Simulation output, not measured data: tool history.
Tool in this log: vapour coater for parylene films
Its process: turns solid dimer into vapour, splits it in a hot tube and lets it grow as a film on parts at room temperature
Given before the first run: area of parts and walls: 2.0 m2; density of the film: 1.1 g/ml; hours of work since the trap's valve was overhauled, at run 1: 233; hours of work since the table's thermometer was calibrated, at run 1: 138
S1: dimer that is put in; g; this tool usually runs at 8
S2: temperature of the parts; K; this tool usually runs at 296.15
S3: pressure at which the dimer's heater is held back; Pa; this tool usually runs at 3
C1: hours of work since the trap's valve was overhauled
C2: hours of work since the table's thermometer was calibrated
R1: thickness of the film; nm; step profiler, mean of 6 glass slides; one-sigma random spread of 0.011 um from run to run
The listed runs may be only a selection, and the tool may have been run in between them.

run,hour,S1,S2,S3,C1,C2,R1
1,0,8,296.15,3,233,138,2000
2,33.9,8,296.15,3,252,156,1990
3,65.8,8,296.15,3,269,174,1980
4,95.5,8,288.15,3,285,190,2580
5,136.7,8,288.15,3,308,212,2590
6,167.2,8,288.15,3,324,229,2590
7,191,8,288.15,9.24,337,242,2070
# hour 214.6: trap's valve overhauled
8,222.2,8,288.15,9.24,4,257,2260
9,261.7,8,288.15,9.24,26,278,2260
10,283.1,8,296.15,2.08,37,290,2270
11,308.1,8,296.15,5.07,51,304,1900
12,353,8,289.15,2.48,75,328,2740
13,383.2,8,289.15,2.48,92,344,2770

Alternative continuations, all from the tool just after run 13; predict every row:
A,424.4,8,289.15,2.84,114,367,?
B,424.4,8,293.15,7.01,114,367,?
C,424.4,6,296.15,8.71,114,367,?

run,R1
A,2670
B,1940
C,1270
Had the tool no hidden state, the same runs would have come out as:
run,R1
A,2750
B,2000
C,1300
